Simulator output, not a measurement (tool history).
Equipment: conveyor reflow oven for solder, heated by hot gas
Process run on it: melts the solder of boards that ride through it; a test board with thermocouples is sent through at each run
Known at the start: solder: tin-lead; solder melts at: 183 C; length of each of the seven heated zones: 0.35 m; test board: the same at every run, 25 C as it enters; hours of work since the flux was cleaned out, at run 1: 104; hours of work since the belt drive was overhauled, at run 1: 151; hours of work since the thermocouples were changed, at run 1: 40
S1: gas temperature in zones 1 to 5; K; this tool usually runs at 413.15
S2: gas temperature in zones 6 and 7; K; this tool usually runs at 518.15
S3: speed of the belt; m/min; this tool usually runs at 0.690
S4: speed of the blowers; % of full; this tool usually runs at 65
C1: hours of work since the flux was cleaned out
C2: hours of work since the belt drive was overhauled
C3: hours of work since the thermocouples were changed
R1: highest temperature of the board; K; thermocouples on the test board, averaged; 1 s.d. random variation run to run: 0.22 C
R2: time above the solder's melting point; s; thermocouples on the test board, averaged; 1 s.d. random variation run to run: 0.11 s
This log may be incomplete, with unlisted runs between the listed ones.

run 1 hour=0.0 | S1=413.15 S2=518.15 S3=0.690 S4=65 | C1=104 C2=151 C3=40 | R1=499.55 R2=51.3
run 2 hour=19.0 | S1=413.15 S2=518.15 S3=0.690 S4=65 | C1=112 C2=159 C3=48 | R1=499.65 R2=51.4
run 3 hour=47.5 | S1=413.15 S2=518.15 S3=0.690 S4=65 | C1=123 C2=170 C3=59 | R1=499.55 R2=51.2
run 4 hour=84.0 | S1=413.15 S2=518.15 S3=0.690 S4=65 | C1=138 C2=185 C3=74 | R1=499.65 R2=51.3
run 5 hour=109.6 | S1=425.15 S2=518.15 S3=0.690 S4=65 | C1=148 C2=195 C3=84 | R1=501.15 R2=55.9
run 6 hour=128.6 | S1=425.15 S2=518.15 S3=0.690 S4=65 | C1=156 C2=203 C3=92 | R1=501.25 R2=55.9
run 7 hour=153.9 | S1=425.15 S2=518.15 S3=0.690 S4=65 | C1=166 C2=213 C3=102 | R1=501.25 R2=55.8
run 8 hour=183.1 | S1=425.15 S2=518.15 S3=0.690 S4=65 | C1=177 C2=224 C3=114 | R1=501.75 R2=56.0
run 9 hour=203.2 | S1=425.15 S2=518.15 S3=0.690 S4=65 | C1=185 C2=232 C3=122 | R1=500.85 R2=55.7
run 10 hour=237.5 | S1=425.15 S2=518.15 S3=0.690 S4=65 | C1=199 C2=246 C3=135 | R1=500.85 R2=55.8
run 11 hour=269.5 | S1=413.15 S2=516.15 S3=0.690 S4=65 | C1=212 C2=259 C3=148 | R1=496.45 R2=49.8
run 12 hour=297.3 | S1=413.15 S2=516.15 S3=0.690 S4=65 | C1=223 C2=270 C3=159 | R1=496.55 R2=50.0
run 13 hour=320.2 | S1=412.15 S2=518.15 S3=0.690 S4=65 | C1=232 C2=279 C3=169 | R1=498.25 R2=50.5
run 14 hour=349.8 | S1=413.15 S2=518.15 S3=0.690 S4=65 | C1=244 C2=291 C3=180 | R1=498.45 R2=50.7
run 15 hour=366.9 | S1=413.15 S2=518.15 S3=0.690 S4=65 | C1=251 C2=298 C3=187 | R1=498.55 R2=50.9
run 16 hour=393.6 | S1=413.15 S2=518.15 S3=0.690 S4=65 | C1=262 C2=309 C3=198 | R1=497.65 R2=50.8
run 17 hour=414.1 | S1=408.15 S2=518.15 S3=0.690 S4=79 | C1=270 C2=317 C3=206 | R1=501.55 R2=51.5
run 18 hour=444.8 | S1=413.15 S2=521.15 S3=0.626 S4=59 | C1=282 C2=329 C3=219 | R1=501.85 R2=58.3
-- hour=466.4 flux residue cleaned out of gas plates and filters
run 19 hour=480.8 | S1=400.15 S2=529.15 S3=0.793 S4=54 | C1=6 C2=342 C3=231 | R1=495.55 R2=39.6
run 20 hour=513.0 | S1=400.15 S2=529.15 S3=0.793 S4=54 | C1=19 C2=355 C3=244 | R1=495.45 R2=39.4
run 21 hour=534.3 | S1=400.15 S2=529.15 S3=0.793 S4=54 | C1=27 C2=363 C3=252 | R1=495.35 R2=39.6
run 22 hour=564.3 | S1=413.15 S2=518.15 S3=0.729 S4=65 | C1=39 C2=375 C3=264 | R1=497.65 R2=48.0
run 23 hour=595.3 | S1=413.15 S2=518.15 S3=0.728 S4=61 | C1=52 C2=388 C3=277 | R1=496.45 R2=47.0
run 24 hour=621.2 | S1=415.15 S2=518.15 S3=0.728 S4=72 | C1=62 C2=398 C3=287 | R1=500.75 R2=50.0
run 25 hour=657.8 | S1=415.15 S2=518.15 S3=0.728 S4=88 | C1=77 C2=413 C3=302 | R1=504.35 R2=51.7
run 26 hour=674.3 | S1=418.15 S2=519.15 S3=0.750 S4=80 | C1=83 C2=419 C3=308 | R1=502.45 R2=50.3
run 27 hour=693.6 | S1=410.15 S2=518.15 S3=0.690 S4=65 | C1=91 C2=427 C3=316 | R1=499.05 R2=50.2
run 28 hour=721.3 | S1=413.15 S2=521.15 S3=0.570 S4=80 | C1=102 C2=438 C3=327 | R1=511.05 R2=68.7
run 29 hour=756.2 | S1=401.15 S2=507.15 S3=0.627 S4=58 | C1=116 C2=452 C3=341 | R1=488.65 R2=46.2
run 30 hour=781.5 | S1=401.15 S2=507.15 S3=0.627 S4=58 | C1=126 C2=462 C3=351 | R1=487.85 R2=46.2
run 31 hour=820.7 | S1=400.15 S2=507.15 S3=0.632 S4=71 | C1=142 C2=478 C3=367 | R1=492.05 R2=48.9
run 32 hour=844.4 | S1=400.15 S2=507.15 S3=0.632 S4=71 | C1=151 C2=487 C3=377 | R1=491.75 R2=48.9

Hidden condition of the tool, last listed run before each entry between runs versus first listed run after:
After run 18, before run 19: flux residue cleaned out of gas plates and filters (hour 466.4)
  heat that the gas passes to the board, % of a clean oven's: 90.6 -> 99.7; belt's true speed, % of the reading: 99.08 -> 99.04; true gas temperature in zones 6 and 7 over the reading, C: -0.78 -> -0.83
  measured less the result without the state, R1: -2.40 -> -0.20 K; R2: -0.8 -> +0.3 s
